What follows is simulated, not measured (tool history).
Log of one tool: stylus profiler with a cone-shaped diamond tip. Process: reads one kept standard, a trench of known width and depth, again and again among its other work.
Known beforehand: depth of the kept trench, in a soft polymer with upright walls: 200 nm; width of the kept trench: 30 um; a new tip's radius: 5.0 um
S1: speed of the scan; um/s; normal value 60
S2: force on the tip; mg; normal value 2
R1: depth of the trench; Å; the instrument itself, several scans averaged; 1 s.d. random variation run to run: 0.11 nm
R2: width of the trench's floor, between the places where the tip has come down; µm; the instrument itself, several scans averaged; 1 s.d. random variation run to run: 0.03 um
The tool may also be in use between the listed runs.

run     day   S1    S2      R1     R2
  1       0   60     2  2018.1  26.78
  2   0.658   60     2  2017.7  26.81
  3   1.421   60     2  2018.1  26.85
  4   2.217   60     2  2017.4  26.83
  5   2.746   60     2  2016.1   26.8
  6   3.446   60     2  2016.7  26.77
  7   3.908   60     2  2016.6  26.83
  8   4.717   60     2  2016.7  26.81
  9   5.096   60     2  2015.6  26.77
 10   5.829  192     2  2015.4  26.26
 11   6.562   40  5.17  2033.9  26.89
 12   7.021   35  3.43  2024.2  26.88
 13   7.529   32  3.43  2024.3  26.88
 14   8.238  154  4.66  2032.2  26.58
 15   8.871  107  0.81  2005.9  26.29
 16     9.5   60  5.79  2040.6  26.84
 17  10.212   69  4.26  2034.8  26.76
 18  10.883   69  4.26  2033.7  26.71
 19  11.275   27  1.28  2015.8  26.84

Withheld: 2 entries from between the runs. Position of each, and hidden state at the listed run before versus the listed run after:
Logged between run 9 and run 10: height scale calibrated on a step standard (day 5.179)
  radius of the tip, um: 5.72 -> 5.75; height scale over the true one, %: -0.161 -> -0.226
  difference, measured minus the result without the unlogged condition, R1: -3.2 -> -4.6 Å; R2: -0.2 -> -0.21 µm
Logged between run 15 and run 16: height scale calibrated on a step standard, once more (day 9.071)
  radius of the tip, um: 5.85 -> 5.87; height scale over the true one, %: -0.248 -> 0.043
  difference, measured minus the result without the unlogged condition, R1: -5 -> +0.9 Å; R2: -0.23 -> -0.24 µm
